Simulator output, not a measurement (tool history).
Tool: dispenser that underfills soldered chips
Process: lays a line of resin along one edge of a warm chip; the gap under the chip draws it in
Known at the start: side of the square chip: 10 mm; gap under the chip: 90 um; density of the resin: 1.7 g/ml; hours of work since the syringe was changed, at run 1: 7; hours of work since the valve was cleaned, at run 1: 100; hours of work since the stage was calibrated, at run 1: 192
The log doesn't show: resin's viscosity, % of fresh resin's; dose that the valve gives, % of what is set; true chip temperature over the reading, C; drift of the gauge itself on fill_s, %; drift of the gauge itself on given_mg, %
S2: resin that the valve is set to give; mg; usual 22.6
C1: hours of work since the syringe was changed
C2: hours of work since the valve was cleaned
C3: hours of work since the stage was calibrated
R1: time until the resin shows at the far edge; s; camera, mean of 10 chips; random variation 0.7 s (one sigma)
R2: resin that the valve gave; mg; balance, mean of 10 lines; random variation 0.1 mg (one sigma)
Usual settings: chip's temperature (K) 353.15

run 1 hour=0.0 | chip's_temperature_(K)=353.15 S2=22.6 | C1=7 C2=100 C3=192 | R1=100.6 R2=21.55
-- hour=1.6 new syringe of resin
run 2 hour=8.0 | chip's_temperature_(K)=342.15 S2=22.6 | C1=5 C2=106 C3=198 | R1=153.4 R2=21.51
-- hour=12.7 new syringe of resin
run 3 hour=18.9 | chip's_temperature_(K)=342.15 S2=22.6 | C1=5 C2=114 C3=206 | R1=153.3 R2=21.20
-- hour=24.0 new syringe of resin
-- hour=26.3 dispensing valve cleaned and set on the balance
run 4 hour=31.7 | chip's_temperature_(K)=342.15 S2=22.6 | C1=5 C2=4 C3=214 | R1=151.5 R2=22.63
-- hour=35.8 new syringe of resin
run 5 hour=39.1 | chip's_temperature_(K)=342.15 S2=22.6 | C1=3 C2=9 C3=220 | R1=127.0 R2=22.50
-- hour=46.5 new syringe of resin
run 6 hour=50.0 | chip's_temperature_(K)=342.15 S2=22.6 | C1=3 C2=17 C3=228 | R1=126.3 R2=22.61
-- hour=57.2 new syringe of resin
run 7 hour=65.7 | chip's_temperature_(K)=342.15 S2=22.6 | C1=6 C2=29 C3=239 | R1=166.8 R2=22.21
-- hour=68.4 new syringe of resin
-- hour=79.2 new syringe of resin
run 8 hour=80.9 | chip's_temperature_(K)=341.15 S2=22.6 | C1=1 C2=40 C3=250 | R1=122.7 R2=22.14
-- hour=90.8 new syringe of resin
run 9 hour=90.8 | chip's_temperature_(K)=341.15 S2=22.6 | C1=0 C2=47 C3=258 | R1=110.8 R2=22.07
run 10 hour=97.9 | chip's_temperature_(K)=342.15 S2=28.3 | C1=5 C2=53 C3=263 | R1=148.1 R2=27.72
-- hour=101.6 new syringe of resin
run 11 hour=110.9 | chip's_temperature_(K)=356.15 S2=28.3 | C1=7 C2=62 C3=273 | R1=80.2 R2=27.57

The next listed run, before its measurement:
-- hour=113.5 new syringe of resin
run 12 hour=120.1 | chip's_temperature_(K)=359.15 S2=25.8 | C1=5 C2=69 C3=279 | R1=? R2=?

Run 12 gave R1 62.7 s, R2 25.05 mg.
Without the tool's hidden state the same run would have given R1 46.5 s, R2 25.92 mg.

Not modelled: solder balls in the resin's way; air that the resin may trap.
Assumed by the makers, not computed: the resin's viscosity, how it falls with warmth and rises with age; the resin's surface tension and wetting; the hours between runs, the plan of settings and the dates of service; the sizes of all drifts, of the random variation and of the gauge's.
